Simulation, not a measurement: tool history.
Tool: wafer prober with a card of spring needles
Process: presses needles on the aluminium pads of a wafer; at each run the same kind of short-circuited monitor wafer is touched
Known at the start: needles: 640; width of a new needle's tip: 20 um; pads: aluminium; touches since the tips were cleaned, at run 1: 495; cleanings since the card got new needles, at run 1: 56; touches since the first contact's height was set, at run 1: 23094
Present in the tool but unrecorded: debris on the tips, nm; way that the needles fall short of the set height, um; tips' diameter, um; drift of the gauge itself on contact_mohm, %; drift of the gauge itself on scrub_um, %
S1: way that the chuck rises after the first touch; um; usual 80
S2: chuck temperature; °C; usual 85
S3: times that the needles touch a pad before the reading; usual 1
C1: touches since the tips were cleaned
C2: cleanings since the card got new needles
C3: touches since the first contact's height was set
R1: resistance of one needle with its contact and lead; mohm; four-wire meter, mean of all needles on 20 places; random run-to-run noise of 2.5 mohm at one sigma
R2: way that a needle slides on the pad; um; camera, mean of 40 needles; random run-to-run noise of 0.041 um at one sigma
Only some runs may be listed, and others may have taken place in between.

Run 1, hour 0: usual settings; C1 495; C2 56; C3 23094. Result: R1 290 mohm, R2 21.62 um.
At hour 7.2: tips cleaned on abrasive film.
Run 2, hour 10.5: usual settings; C1 1592; C2 57; C3 28064. Result: R1 294 mohm, R2 21.6 um.
At hour 16: tips cleaned on abrasive film.
Run 3, hour 21.3: usual settings but S2 33 °C; C1 2524; C2 58; C3 33116. Result: R1 287 mohm, R2 21.63 um.
At hour 24.5: tips cleaned on abrasive film.
Run 4, hour 27.7: usual settings but S2 33 °C; C1 1506; C2 59; C3 36108. Result: R1 282 mohm, R2 21.48 um.
At hour 32.7: tips cleaned on abrasive film.
Run 5, hour 33.2: usual settings but S2 33 °C; C1 218; C2 60; C3 38682. Result: R1 273 mohm, R2 21.62 um.
At hour 40.4: tips cleaned on abrasive film.
Run 6, hour 42: usual settings but S2 33 °C; C1 769; C2 61; C3 42862. Result: R1 272 mohm, R2 21.53 um.
At hour 48.4: tips cleaned on abrasive film.
Run 7, hour 51.2: usual settings but S2 33 °C; C1 1303; C2 62; C3 47156. Result: R1 276 mohm, R2 21.46 um.
At hour 56.2: tips cleaned on abrasive film.
At hour 64.1: tips cleaned on abrasive film.
Run 8, hour 64.1: usual settings but S1 100 um, S2 33 °C; C1 0; C2 64; C3 53204. Result: R1 267 mohm, R2 26.92 um.
At hour 72.8: tips cleaned on abrasive film.
Run 9, hour 73: usual settings but S1 100 um, S2 33 °C; C1 101; C2 65; C3 57418. Result: R1 267 mohm, R2 26.93 um.
At hour 81: tips cleaned on abrasive film.
Run 10, hour 82.7: usual settings but S1 71 um; C1 809; C2 66; C3 61944. Result: R1 296 mohm, R2 18.94 um.
At hour 88.5: height of the first contact set anew.
At hour 89.3: tips cleaned on abrasive film.
Run 11, hour 93.7: usual settings but S1 71 um, S3 2; C1 2136; C2 67; C3 2466. Result: R1 300 mohm, R2 19.34 um.
At hour 97: tips cleaned on abrasive film.
Run 12, hour 102.7: usual settings but S1 71 um, S3 2; C1 2692; C2 68; C3 6655. Result: R1 297 mohm, R2 19.35 um.
At hour 105.4: tips cleaned on abrasive film.
Run 13, hour 110.6: usual settings but S1 71 um, S3 2; C1 2471; C2 69; C3 10391. Result: R1 298 mohm, R2 19.3 um.
At hour 113.9: tips cleaned on abrasive film.
Run 14, hour 119.6: usual settings but S1 71 um, S3 2; C1 2727; C2 70; C3 14640. Result: R1 300 mohm, R2 19.28 um.
At hour 122.4: tips cleaned on abrasive film.
Run 15, hour 126.8: usual settings but S1 70 um, S3 2; C1 2062; C2 71; C3 17980. Result: R1 291 mohm, R2 18.97 um.
At hour 130.6: tips cleaned on abrasive film.
At hour 138.3: tips cleaned on abrasive film.
Run 16, hour 139.4: usual settings; C1 508; C2 73; C3 23899. Result: R1 290 mohm, R2 21.63 um.
At hour 146.3: tips cleaned on abrasive film.
Run 17, hour 146.3: usual settings but S1 61 um, S2 99 °C; C1 0; C2 74; C3 27121. Result: R1 297 mohm, R2 16.44 um.
Run 18, hour 152: usual settings; C1 2705; C2 74; C3 29826. Result: R1 303 mohm, R2 21.64 um.

Run 19 has not been measured yet. What should we expect?
At hour 154.3: tips cleaned on abrasive film.
Run 19, hour 160.1: usual settings but S1 72 um, S2 86 °C; C1 2764; C2 75; C3 33651. Result: R1 ?, R2 ?.

Run 19 produced R1 304 mohm, R2 19.44 um.
The same run, on a tool lacking any hidden state, would have yielded R1 286 mohm, R2 19.65 um.
